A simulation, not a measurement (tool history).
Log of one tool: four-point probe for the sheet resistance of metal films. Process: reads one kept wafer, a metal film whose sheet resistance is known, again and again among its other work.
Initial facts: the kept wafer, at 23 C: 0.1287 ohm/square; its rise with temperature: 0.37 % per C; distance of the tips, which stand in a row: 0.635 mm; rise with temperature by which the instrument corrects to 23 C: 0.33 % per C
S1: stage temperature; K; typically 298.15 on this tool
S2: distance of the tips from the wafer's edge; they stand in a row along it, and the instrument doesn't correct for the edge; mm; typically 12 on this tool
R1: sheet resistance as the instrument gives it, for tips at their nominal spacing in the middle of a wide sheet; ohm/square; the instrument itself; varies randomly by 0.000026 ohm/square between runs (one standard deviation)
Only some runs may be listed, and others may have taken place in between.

| run | hour | S1 | S2 | R1 |
|---|---|---|---|---|
| 1 | 0.0 | 298.15 | 12 | 0.129137 |
| 2 | 14.5 | 298.15 | 62 | 0.128898 |
| 3 | 25.1 | 297.15 | 62 | 0.128900 |
| 4 | 35.3 | 292.15 | 12 | 0.128855 |
| 5 | 48.2 | 298.15 | 4 | 0.130646 |
| 6 | 60.6 | 298.15 | 4 | 0.130700 |
| 7 | 73.8 | 298.15 | 4 | 0.130665 |
| 8 | 88.3 | 298.15 | 4 | 0.130654 |
| 9 | 100.3 | 298.15 | 4 | 0.130687 |
| 10 | 109.0 | 298.15 | 4 | 0.130693 |
| 11 | 117.1 | 298.15 | 4 | 0.130736 |
| 12 | 130.0 | 298.15 | 4 | 0.130684 |
| 13 | 140.6 | 298.15 | 12 | 0.129198 |
| 14 | 155.6 | 298.15 | 12 | 0.129222 |
| 15 | 166.7 | 298.15 | 12 | 0.129212 |
| 16 | 176.9 | 298.15 | 12 | 0.129189 |
| 17 | 191.6 | 298.15 | 12 | 0.129155 |
| 18 | 199.1 | 298.15 | 12 | 0.129187 |
| 19 | 207.4 | 298.15 | 12 | 0.129216 |
| 20 | 222.3 | 298.15 | 12 | 0.129245 |
| 21 | 236.7 | 298.15 | 12 | 0.129206 |
| 22 | 250.0 | 298.15 | 12 | 0.129182 |
| 23 | 265.1 | 298.15 | 12 | 0.129233 |
| 24 | 273.8 | 298.15 | 12 | 0.129249 |
| 25 | 285.5 | 303.15 | 22 | 0.129322 |
| 26 | 302.3 | 302.15 | 36 | 0.129248 |
| 27 | 318.3 | 296.15 | 31 | 0.128966 |
| 28 | 335.3 | 296.15 | 31 | 0.129017 |
| 29 | 351.8 | 302.15 | 5 | 0.130410 |
| 30 | 361.8 | 293.15 | 34 | 0.128845 |
| 31 | 370.7 | 300.15 | 10 | 0.129436 |
| 32 | 380.3 | 293.15 | 30 | 0.128856 |
| 33 | 396.6 | 293.15 | 30 | 0.128905 |
| 34 | 413.1 | 299.15 | 15 | 0.129275 |
| 35 | 424.3 | 295.15 | 33 | 0.128992 |
| 36 | 436.1 | 297.15 | 32 | 0.129104 |
| 37 | 451.8 | 303.15 | 39 | 0.129365 |
| 38 | 467.6 | 303.15 | 39 | 0.129376 |
| 39 | 481.7 | 303.15 | 39 | 0.129375 |
| 40 | 497.3 | 306.15 | 39 | 0.129497 |
| 41 | 512.9 | 293.15 | 6 | 0.129689 |
| 42 | 523.2 | 301.15 | 66 | 0.129316 |
| 43 | 532.7 | 301.15 | 66 | 0.129293 |
| 44 | 545.6 | 301.15 | 66 | 0.129237 |
| 45 | 559.5 | 292.15 | 19 | 0.128925 |

Table of differences, measured result less the result of that run with no hidden state. Run-to-run variation is the same in both. Gauge scatter possibly is not:
The tool's hidden condition here consists of: inner tips' distance over the nominal, %; tips' flats over new ones', %; wafer's true temperature over the reading, C; drift of the gauge itself on sheet_ohm, %.
| run | R1 |
|---|---|
| 1 | +0.000122 |
| 2 | +0.000129 |
| 3 | +0.000134 |
| 4 | +0.000142 |
| 5 | +0.000146 |
| 6 | +0.000151 |
| 7 | +0.000157 |
| 8 | +0.000164 |
| 9 | +0.000168 |
| 10 | +0.000173 |
| 11 | +0.000177 |
| 12 | +0.000182 |
| 13 | +0.000186 |
| 14 | +0.000192 |
| 15 | +0.000197 |
| 16 | +0.000202 |
| 17 | +0.000208 |
| 18 | +0.000211 |
| 19 | +0.000216 |
| 20 | +0.000223 |
| 21 | +0.000229 |
| 22 | +0.000235 |
| 23 | +0.000242 |
| 24 | +0.000246 |
| 25 | +0.000248 |
| 26 | +0.000256 |
| 27 | +0.000267 |
| 28 | +0.000275 |
| 29 | +0.000281 |
| 30 | +0.000289 |
| 31 | +0.000289 |
| 32 | +0.000297 |
| 33 | +0.000305 |
| 34 | +0.000309 |
| 35 | +0.000315 |
| 36 | +0.000320 |
| 37 | +0.000323 |
| 38 | +0.000330 |
| 39 | +0.000336 |
| 40 | +0.000341 |
| 41 | +0.000360 |
| 42 | +0.000357 |
| 43 | +0.000360 |
| 44 | +0.000366 |
| 45 | +0.000380 |
